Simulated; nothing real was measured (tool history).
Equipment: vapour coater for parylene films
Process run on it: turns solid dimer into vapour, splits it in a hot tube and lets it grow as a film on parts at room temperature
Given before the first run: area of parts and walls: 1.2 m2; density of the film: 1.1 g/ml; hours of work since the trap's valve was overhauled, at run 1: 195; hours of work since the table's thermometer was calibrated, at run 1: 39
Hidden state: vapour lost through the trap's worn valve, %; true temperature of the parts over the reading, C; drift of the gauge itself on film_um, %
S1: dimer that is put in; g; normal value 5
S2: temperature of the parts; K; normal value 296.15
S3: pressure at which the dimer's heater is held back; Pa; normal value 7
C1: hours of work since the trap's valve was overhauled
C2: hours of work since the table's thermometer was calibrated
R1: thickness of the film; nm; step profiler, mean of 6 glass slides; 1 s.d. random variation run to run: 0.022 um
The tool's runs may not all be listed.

run,hour,S1,S2,S3,C1,C2,R1
1,0,5,296.15,7,195,39,2010
2,12.4,5,296.15,7,202,46,2030
3,28.9,5,296.15,7,211,55,2000
4,43.4,2,296.15,7,220,64,800
5,58.6,5,297.15,7,228,72,1870
6,66,5,297.15,7,233,77,1880
7,73,5,297.15,7,237,81,1890
8,87.8,5,296.15,7,245,89,1930
9,100.1,5,296.15,7,252,96,1980
10,109.2,5,296.15,7,257,101,1960
11,122.4,4,296.15,7,265,109,1590
12,132.6,4,296.15,7,271,115,1550
13,147.3,4,296.15,7,279,123,1570
14,162.4,5,296.15,7,288,132,1970
15,173.9,5,296.15,7,294,138,1930
16,187,5,296.15,7,302,146,1940
17,196.2,5,296.15,7,307,151,1900
18,203.8,5,296.15,7,312,155,1920
19,212.7,5,296.15,7,317,161,1930
20,224.3,5,296.15,7,323,167,1920
21,233,5,289.15,7,328,172,2710
22,242.4,5,289.15,7,334,178,2730
# hour 252.2: trap's valve overhauled
23,258.5,8,307.15,7,4,184,2000
24,270.8,8,296.15,7,11,192,3350
25,282.6,6,297.15,3.38,17,198,2810
26,296.9,3,299.15,3.38,26,206,1230
27,311.5,4,299.15,3.38,34,215,1660
28,319.9,3,296.15,7.77,39,220,1270
29,333.4,5,290.15,3.3,46,227,3250
30,349.2,8,297.15,7,55,236,3240
31,363.4,3,308.15,2.83,64,244,830
32,378,2,296.15,7,72,253,850
33,385.1,2,297.15,7,76,257,800
34,397.2,4,296.15,3.17,83,264,1900
35,412.3,4,296.15,3.17,92,272,1930
36,420.9,5,296.15,4.45,96,277,2260
37,431.8,7,297.15,2.44,103,284,3310
38,447.8,7,297.15,2.44,112,293,3340
39,458.6,8,288.15,3.9,118,299,5460
40,468.3,3,289.15,3.27,124,304,1990
41,477.4,4,299.15,2.18,129,310,1750
42,492.4,5,290.15,3.06,137,318,3180
43,508.3,5,290.15,3.06,146,327,3150
44,522.8,5,290.15,3.06,155,336,3210

What if the next run were any one of these 5? Each begins from the tool's condition after run 44:
A,535.8,3,291.15,2.24,162,343,?
B,535.8,8,296.15,7,162,343,?
C,535.8,6,300.15,3.67,162,343,?
D,535.8,3,296.15,7,162,343,?
E,535.8,5,288.15,10.03,162,343,?

run,R1
A,1920
B,3270
C,2260
D,1240
E,2810
Without the tool's hidden state the same runs would have given:
run,R1
A,2010
B,3430
C,2370
D,1300
E,2940
